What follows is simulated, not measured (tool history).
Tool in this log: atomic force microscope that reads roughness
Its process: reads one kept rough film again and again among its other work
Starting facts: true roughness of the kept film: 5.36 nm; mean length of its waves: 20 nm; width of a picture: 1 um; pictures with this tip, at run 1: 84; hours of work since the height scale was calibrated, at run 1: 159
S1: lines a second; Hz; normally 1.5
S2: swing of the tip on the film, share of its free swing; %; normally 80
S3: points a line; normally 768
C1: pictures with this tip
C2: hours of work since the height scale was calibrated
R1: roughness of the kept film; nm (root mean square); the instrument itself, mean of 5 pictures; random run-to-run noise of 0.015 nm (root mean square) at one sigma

| run | hour | S1 | S2 | S3 | C1 | C2 | R1 |
|---|---|---|---|---|---|---|---|
| 1 | 0 | 1.5 | 80 | 768 | 84 | 159 | 2.196 |
| 2 | 11.7 | 2.13 | 80 | 768 | 109 | 168 | 1.899 |
|  | 14.6 | new tip fitted |
| 3 | 23.3 | 2.13 | 80 | 768 | 19 | 177 | 3.008 |
| 4 | 30.6 | 1.5 | 80 | 768 | 35 | 183 | 2.909 |
| 5 | 40.8 | 1.5 | 80 | 768 | 56 | 191 | 2.604 |
| 6 | 47.2 | 1.5 | 80 | 633 | 70 | 196 | 2.43 |
| 7 | 59.8 | 1.5 | 66 | 633 | 97 | 206 | 2.331 |
| 8 | 65.3 | 1.5 | 66 | 1003 | 109 | 211 | 2.25 |
|  | 68.6 | new tip fitted |
| 9 | 78.4 | 1.5 | 81 | 1003 | 21 | 221 | 3.148 |
| 10 | 89.5 | 1.5 | 81 | 1003 | 44 | 229 | 2.775 |
| 11 | 94.7 | 1.5 | 63 | 768 | 55 | 233 | 2.885 |
| 12 | 103.8 | 1.5 | 80 | 270 | 75 | 241 | 2.326 |
| 13 | 110.4 | 1.5 | 63 | 270 | 89 | 246 | 2.394 |
| 14 | 117.3 | 1.5 | 63 | 563 | 104 | 251 | 2.3 |
|  | 122.6 | new tip fitted |
| 15 | 127.6 | 1.14 | 74 | 843 | 11 | 259 | 3.587 |
| 16 | 139.6 | 1.14 | 74 | 843 | 36 | 269 | 3.085 |
| 17 | 152.4 | 1.14 | 76 | 373 | 64 | 279 | 2.607 |
| 18 | 160.9 | 2.81 | 83 | 349 | 82 | 286 | 1.967 |
| 19 | 173.5 | 1.57 | 86 | 562 | 109 | 296 | 1.932 |
|  | 176.7 | new tip fitted |
| 20 | 184 | 1.57 | 86 | 562 | 15 | 303 | 3.115 |
| 21 | 192.3 | 0.66 | 73 | 729 | 33 | 310 | 3.26 |
| 22 | 201.4 | 0.66 | 73 | 729 | 52 | 317 | 2.946 |
| 23 | 207.2 | 0.66 | 73 | 729 | 65 | 322 | 2.759 |

Same runs, no hidden state in the tool, same run-to-run variation:
What the log doesn't record here: radius of the tip, nm; height scale over the true one, %; drift of the gauge itself on roughness_nm, %.
| run | R1 |
|---|---|
| 1 | 3.655 |
| 2 | 3.465 |
| 3 | 3.459 |
| 4 | 3.652 |
| 5 | 3.632 |
| 6 | 3.628 |
| 7 | 3.921 |
| 8 | 3.958 |
| 9 | 3.601 |
| 10 | 3.623 |
| 11 | 3.991 |
| 12 | 3.538 |
| 13 | 3.858 |
| 14 | 3.951 |
| 15 | 3.869 |
| 16 | 3.863 |
| 17 | 3.776 |
| 18 | 3.098 |
| 19 | 3.442 |
| 20 | 3.443 |
| 21 | 4.005 |
| 22 | 4.018 |
| 23 | 4.01 |

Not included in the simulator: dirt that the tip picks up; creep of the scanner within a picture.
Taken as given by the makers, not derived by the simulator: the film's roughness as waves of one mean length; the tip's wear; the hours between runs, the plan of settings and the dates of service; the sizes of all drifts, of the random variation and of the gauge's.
